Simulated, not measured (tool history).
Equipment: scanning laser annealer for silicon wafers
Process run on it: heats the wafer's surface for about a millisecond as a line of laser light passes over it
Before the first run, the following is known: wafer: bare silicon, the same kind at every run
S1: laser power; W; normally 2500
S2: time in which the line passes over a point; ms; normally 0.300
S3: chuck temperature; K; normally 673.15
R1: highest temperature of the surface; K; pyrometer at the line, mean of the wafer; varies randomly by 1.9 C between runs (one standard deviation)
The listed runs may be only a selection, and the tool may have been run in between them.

run   hour    S1     S2      S3       R1
  1    0.0  2500  0.300  673.15  1430.15
  2   48.9  2500  0.300  673.15  1429.15
  3   89.3  2500  0.300  675.15  1427.15
  4  146.8  2610  0.300  673.15  1469.15
     171.8  -- window over the wafer cleaned
  5  187.7  2610  0.300  673.15  1492.15
  6  220.1  2610  0.300  673.15  1493.15
  7  269.9  2500  0.225  673.15  1347.15
  8  318.9  2500  0.225  673.15  1345.15
  9  370.6  2500  0.225  673.15  1343.15
 10  402.1  2500  0.300  673.15  1440.15
 11  459.6  2500  0.300  673.15  1437.15
 12  518.7  2500  0.300  673.15  1435.15
 13  545.2  2299  0.300  673.15  1358.15
 14  600.6  2371  0.214  673.15  1279.15

What does the tool deliver on the next run?
 15  627.3  2371  0.214  673.15   ?

{"run 15": {"R1": 1278.15}}
The same run, on a tool lacking any hidden state, would have yielded R1 1297.15 K.
